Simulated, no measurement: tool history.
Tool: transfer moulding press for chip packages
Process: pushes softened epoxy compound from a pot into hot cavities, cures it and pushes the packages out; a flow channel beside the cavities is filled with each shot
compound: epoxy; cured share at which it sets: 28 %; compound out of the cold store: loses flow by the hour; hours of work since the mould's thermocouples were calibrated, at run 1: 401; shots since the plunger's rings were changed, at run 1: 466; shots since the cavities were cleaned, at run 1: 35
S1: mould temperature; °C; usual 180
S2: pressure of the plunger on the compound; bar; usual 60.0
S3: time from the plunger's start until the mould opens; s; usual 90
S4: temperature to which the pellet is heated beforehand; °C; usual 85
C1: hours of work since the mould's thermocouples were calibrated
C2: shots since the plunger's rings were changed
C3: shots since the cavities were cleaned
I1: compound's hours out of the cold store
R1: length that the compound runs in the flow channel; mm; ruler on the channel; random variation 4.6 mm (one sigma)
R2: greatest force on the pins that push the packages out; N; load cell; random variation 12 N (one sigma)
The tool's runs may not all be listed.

run 1 hour=0.0 | S1=180 S2=60.0 S3=90 S4=85 | C1=401 C2=466 C3=35 | I1=30.7 | R1=813 R2=598
-- hour=39.3 cavities cleaned with cleaning compound and waxed
-- hour=79.9 cavities cleaned with cleaning compound and waxed
run 2 hour=79.9 | S1=180 S2=60.0 S3=90 S4=85 | C1=445 C2=1327 C3=0 | I1=42.4 | R1=756 R2=566
-- hour=123.7 cavities cleaned with cleaning compound and waxed
run 3 hour=136.3 | S1=176 S2=60.0 S3=90 S4=85 | C1=476 C2=1941 C3=141 | I1=21.2 | R1=839 R2=908
-- hour=171.1 cavities cleaned with cleaning compound and waxed
run 4 hour=179.5 | S1=176 S2=60.0 S3=90 S4=85 | C1=500 C2=2407 C3=94 | I1=20.5 | R1=824 R2=848
-- hour=211.2 cavities cleaned with cleaning compound and waxed
run 5 hour=235.6 | S1=180 S2=54.6 S3=90 S4=85 | C1=532 C2=3018 C3=273 | I1=35.5 | R1=709 R2=687
-- hour=257.6 cavities cleaned with cleaning compound and waxed
run 6 hour=281.6 | S1=180 S2=54.6 S3=90 S4=85 | C1=557 C2=3515 C3=268 | I1=23.1 | R1=744 R2=724
-- hour=301.9 cavities cleaned with cleaning compound and waxed
-- hour=317.5 mould's thermocouples calibrated
-- hour=339.0 plunger's sealing rings changed
-- hour=346.7 cavities cleaned with cleaning compound and waxed
run 7 hour=348.8 | S1=180 S2=54.6 S3=90 S4=85 | C1=16 C2=93 C3=22 | I1=9.9 | R1=852 R2=619
-- hour=391.4 cavities cleaned with cleaning compound and waxed
run 8 hour=416.6 | S1=180 S2=54.6 S3=82 S4=85 | C1=54 C2=836 C3=282 | I1=29.5 | R1=764 R2=946
-- hour=437.1 cavities cleaned with cleaning compound and waxed
run 9 hour=453.3 | S1=180 S2=70.1 S3=90 S4=85 | C1=74 C2=1229 C3=181 | I1=9.4 | R1=941 R2=743
-- hour=480.4 cavities cleaned with cleaning compound and waxed
-- hour=523.3 cavities cleaned with cleaning compound and waxed
run 10 hour=530.5 | S1=180 S2=70.1 S3=90 S4=85 | C1=117 C2=2059 C3=81 | I1=23.6 | R1=873 R2=637
-- hour=564.3 cavities cleaned with cleaning compound and waxed
run 11 hour=577.1 | S1=180 S2=70.1 S3=90 S4=85 | C1=143 C2=2564 C3=143 | I1=43.0 | R1=794 R2=678
-- hour=604.6 cavities cleaned with cleaning compound and waxed
run 12 hour=630.3 | S1=180 S2=74.0 S3=90 S4=85 | C1=172 C2=3142 C3=288 | I1=15.0 | R1=911 R2=771
-- hour=645.3 cavities cleaned with cleaning compound and waxed
run 13 hour=678.8 | S1=183 S2=74.0 S3=93 S4=85 | C1=199 C2=3668 C3=375 | I1=37.2 | R1=806 R2=646
-- hour=691.6 cavities cleaned with cleaning compound and waxed
-- hour=721.5 plunger's sealing rings changed
-- hour=734.7 cavities cleaned with cleaning compound and waxed
run 14 hour=746.0 | S1=183 S2=74.0 S3=93 S4=85 | C1=235 C2=257 C3=126 | I1=15.2 | R1=951 R2=559
-- hour=777.8 cavities cleaned with cleaning compound and waxed
-- hour=818.4 cavities cleaned with cleaning compound and waxed
run 15 hour=830.0 | S1=185 S2=60.0 S3=94 S4=85 | C1=281 C2=1164 C3=130 | I1=23.3 | R1=800 R2=507
-- hour=862.9 cavities cleaned with cleaning compound and waxed
run 16 hour=867.3 | S1=180 S2=60.0 S3=98 S4=86 | C1=302 C2=1564 C3=49 | I1=26.2 | R1=789 R2=529
-- hour=905.4 cavities cleaned with cleaning compound and waxed
run 17 hour=915.0 | S1=180 S2=60.0 S3=121 S4=81 | C1=328 C2=2081 C3=108 | I1=24.6 | R1=795 R2=473
-- hour=945.8 cavities cleaned with cleaning compound and waxed
run 18 hour=968.4 | S1=180 S2=60.0 S3=121 S4=81 | C1=358 C2=2662 C3=253 | I1=37.0 | R1=746 R2=549
-- hour=988.8 cavities cleaned with cleaning compound and waxed
run 19 hour=1019.9 | S1=180 S2=60.0 S3=121 S4=81 | C1=387 C2=3221 C3=348 | I1=43.5 | R1=712 R2=549

Forecast run 20:
-- hour=1029.8 cavities cleaned with cleaning compound and waxed
-- hour=1072.5 cavities cleaned with cleaning compound and waxed
-- hour=1102.7 plunger's sealing rings changed
run 20 hour=1110.1 | S1=174 S2=72.6 S3=71 S4=88 | C1=436 C2=83 C3=393 | I1=20.7 | R1=? R2=?

R1: 950 mm
R2: 1972 N
Without the tool's hidden state the same run would have given R1 961 mm, R2 1455 N.

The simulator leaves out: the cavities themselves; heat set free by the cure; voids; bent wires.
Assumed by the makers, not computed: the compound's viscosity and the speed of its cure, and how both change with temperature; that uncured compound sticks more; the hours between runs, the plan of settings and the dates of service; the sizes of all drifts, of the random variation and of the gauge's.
